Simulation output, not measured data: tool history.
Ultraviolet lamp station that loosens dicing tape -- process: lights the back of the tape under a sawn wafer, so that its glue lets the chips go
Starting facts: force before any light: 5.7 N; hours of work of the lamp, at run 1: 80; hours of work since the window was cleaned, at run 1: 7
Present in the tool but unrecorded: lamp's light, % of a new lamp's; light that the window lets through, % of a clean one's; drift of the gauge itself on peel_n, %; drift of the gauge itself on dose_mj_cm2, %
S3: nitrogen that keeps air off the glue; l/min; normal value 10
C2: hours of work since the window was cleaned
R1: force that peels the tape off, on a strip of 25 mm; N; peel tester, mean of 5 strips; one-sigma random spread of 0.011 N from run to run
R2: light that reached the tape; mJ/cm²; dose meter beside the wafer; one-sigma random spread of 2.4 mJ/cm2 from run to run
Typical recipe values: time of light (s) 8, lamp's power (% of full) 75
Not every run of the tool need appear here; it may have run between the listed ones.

{"run": 1, "day": 0.0, "time of light (s)": 8, "lamp's power (% of full)": 75, "S3": 10, "hours of work of the lamp": 80, "C2": 7, "R1": 0.461, "R2": 276}
{"run": 2, "day": 1.033, "time of light (s)": 8, "lamp's power (% of full)": 75, "S3": 10, "hours of work of the lamp": 98, "C2": 25, "R1": 0.461, "R2": 274}
{"run": 3, "day": 2.325, "time of light (s)": 8, "lamp's power (% of full)": 75, "S3": 5, "hours of work of the lamp": 121, "C2": 47, "R1": 0.629, "R2": 274}
{"run": 4, "day": 4.012, "time of light (s)": 8, "lamp's power (% of full)": 75, "S3": 10, "hours of work of the lamp": 150, "C2": 77, "R1": 0.467, "R2": 281}
{"run": 5, "day": 5.454, "time of light (s)": 8, "lamp's power (% of full)": 75, "S3": 10, "hours of work of the lamp": 175, "C2": 102, "R1": 0.469, "R2": 277}
{"run": 6, "day": 6.979, "time of light (s)": 8, "lamp's power (% of full)": 75, "S3": 10, "hours of work of the lamp": 202, "C2": 128, "R1": 0.466, "R2": 280}
{"run": 7, "day": 8.367, "time of light (s)": 8, "lamp's power (% of full)": 75, "S3": 10, "hours of work of the lamp": 226, "C2": 152, "R1": 0.457, "R2": 278}
{"run": 8, "day": 9.275, "time of light (s)": 8, "lamp's power (% of full)": 75, "S3": 10, "hours of work of the lamp": 241, "C2": 168, "R1": 0.459, "R2": 277}
{"run": 9, "day": 10.238, "time of light (s)": 6, "lamp's power (% of full)": 75, "S3": 10, "hours of work of the lamp": 258, "C2": 185, "R1": 0.76, "R2": 207}
{"run": 10, "day": 11.333, "time of light (s)": 6, "lamp's power (% of full)": 75, "S3": 10, "hours of work of the lamp": 277, "C2": 204, "R1": 0.762, "R2": 211}
{"run": 11, "day": 12.25, "time of light (s)": 6, "lamp's power (% of full)": 75, "S3": 10, "hours of work of the lamp": 293, "C2": 220, "R1": 0.762, "R2": 208}
{"run": 12, "day": 14.021, "time of light (s)": 8, "lamp's power (% of full)": 75, "S3": 10, "hours of work of the lamp": 324, "C2": 250, "R1": 0.494, "R2": 277}
{"run": 13, "day": 15.229, "time of light (s)": 8, "lamp's power (% of full)": 75, "S3": 10, "hours of work of the lamp": 345, "C2": 271, "R1": 0.449, "R2": 277}
{"run": 14, "day": 17.012, "time of light (s)": 8, "lamp's power (% of full)": 75, "S3": 18, "hours of work of the lamp": 376, "C2": 302, "R1": 0.376, "R2": 279}
{"run": 15, "day": 18.462, "time of light (s)": 8, "lamp's power (% of full)": 75, "S3": 18, "hours of work of the lamp": 401, "C2": 327, "R1": 0.373, "R2": 274}
{"run": 16, "day": 19.396, "time of light (s)": 9, "lamp's power (% of full)": 75, "S3": 18, "hours of work of the lamp": 417, "C2": 344, "R1": 0.327, "R2": 314}
{"run": 17, "day": 20.404, "time of light (s)": 8, "lamp's power (% of full)": 76, "S3": 10, "hours of work of the lamp": 435, "C2": 361, "R1": 0.441, "R2": 278}
{"run": 18, "day": 21.675, "time of light (s)": 8, "lamp's power (% of full)": 69, "S3": 10, "hours of work of the lamp": 457, "C2": 383, "R1": 0.547, "R2": 258}
{"run": 19, "day": 22.683, "time of light (s)": 6, "lamp's power (% of full)": 96, "S3": 10, "hours of work of the lamp": 474, "C2": 401, "R1": 0.503, "R2": 264}
{"run": 20, "day": 23.662, "time of light (s)": 4, "lamp's power (% of full)": 81, "S3": 7, "hours of work of the lamp": 491, "C2": 418, "R1": 1.375, "R2": 153}
{"run": 21, "day": 24.904, "time of light (s)": 5, "lamp's power (% of full)": 83, "S3": 4, "hours of work of the lamp": 513, "C2": 439, "R1": 1.252, "R2": 191}
{"day": 25.646, "done": "window cleaned of glue's vapour"}
{"run": 22, "day": 25.975, "time of light (s)": 6, "lamp's power (% of full)": 78, "S3": 6, "hours of work of the lamp": 531, "C2": 6, "R1": 0.883, "R2": 216}
{"run": 23, "day": 27.596, "time of light (s)": 6, "lamp's power (% of full)": 78, "S3": 6, "hours of work of the lamp": 559, "C2": 34, "R1": 0.893, "R2": 216}
{"run": 24, "day": 29.129, "time of light (s)": 7, "lamp's power (% of full)": 74, "S3": 10, "hours of work of the lamp": 586, "C2": 61, "R1": 0.594, "R2": 243}
{"run": 25, "day": 30.758, "time of light (s)": 7, "lamp's power (% of full)": 66, "S3": 10, "hours of work of the lamp": 614, "C2": 89, "R1": 0.738, "R2": 216}
{"run": 26, "day": 32.029, "time of light (s)": 8, "lamp's power (% of full)": 66, "S3": 17, "hours of work of the lamp": 636, "C2": 111, "R1": 0.473, "R2": 245}
{"run": 27, "day": 32.921, "time of light (s)": 8, "lamp's power (% of full)": 66, "S3": 9, "hours of work of the lamp": 651, "C2": 126, "R1": 0.593, "R2": 245}
{"run": 28, "day": 34.367, "time of light (s)": 8, "lamp's power (% of full)": 75, "S3": 5, "hours of work of the lamp": 677, "C2": 151, "R1": 0.635, "R2": 278}
{"run": 29, "day": 35.975, "time of light (s)": 13, "lamp's power (% of full)": 75, "S3": 11, "hours of work of the lamp": 705, "C2": 179, "R1": 0.259, "R2": 453}

Branching from run 29: 5 alternative next runs. What would each branch give?
{"run": "A", "day": 37.575, "time of light (s)": 13, "lamp's power (% of full)": 75, "S3": 11, "hours of work of the lamp": 732, "C2": 207, "R1": "?", "R2": "?"}
{"run": "B", "day": 37.575, "time of light (s)": 5, "lamp's power (% of full)": 65, "S3": 7, "hours of work of the lamp": 732, "C2": 207, "R1": "?", "R2": "?"}
{"run": "C", "day": 37.575, "time of light (s)": 9, "lamp's power (% of full)": 74, "S3": 11, "hours of work of the lamp": 732, "C2": 207, "R1": "?", "R2": "?"}
{"run": "D", "day": 37.575, "time of light (s)": 9, "lamp's power (% of full)": 75, "S3": 9, "hours of work of the lamp": 732, "C2": 207, "R1": "?", "R2": "?"}
{"run": "E", "day": 37.575, "time of light (s)": 13, "lamp's power (% of full)": 94, "S3": 11, "hours of work of the lamp": 732, "C2": 207, "R1": "?", "R2": "?"}

run=A R1=0.253 R2=447
run=B R1=1.457 R2=151
run=C R1=0.383 R2=304
run=D R1=0.395 R2=313
run=E R1=0.24 R2=566
The same runs, with their run-to-run variation unchanged, on a tool lacking any hidden condition would have given:
run=A R1=0.252 R2=448
run=B R1=1.45 R2=152
run=C R1=0.381 R2=305
run=D R1=0.393 R2=314
run=E R1=0.24 R2=568
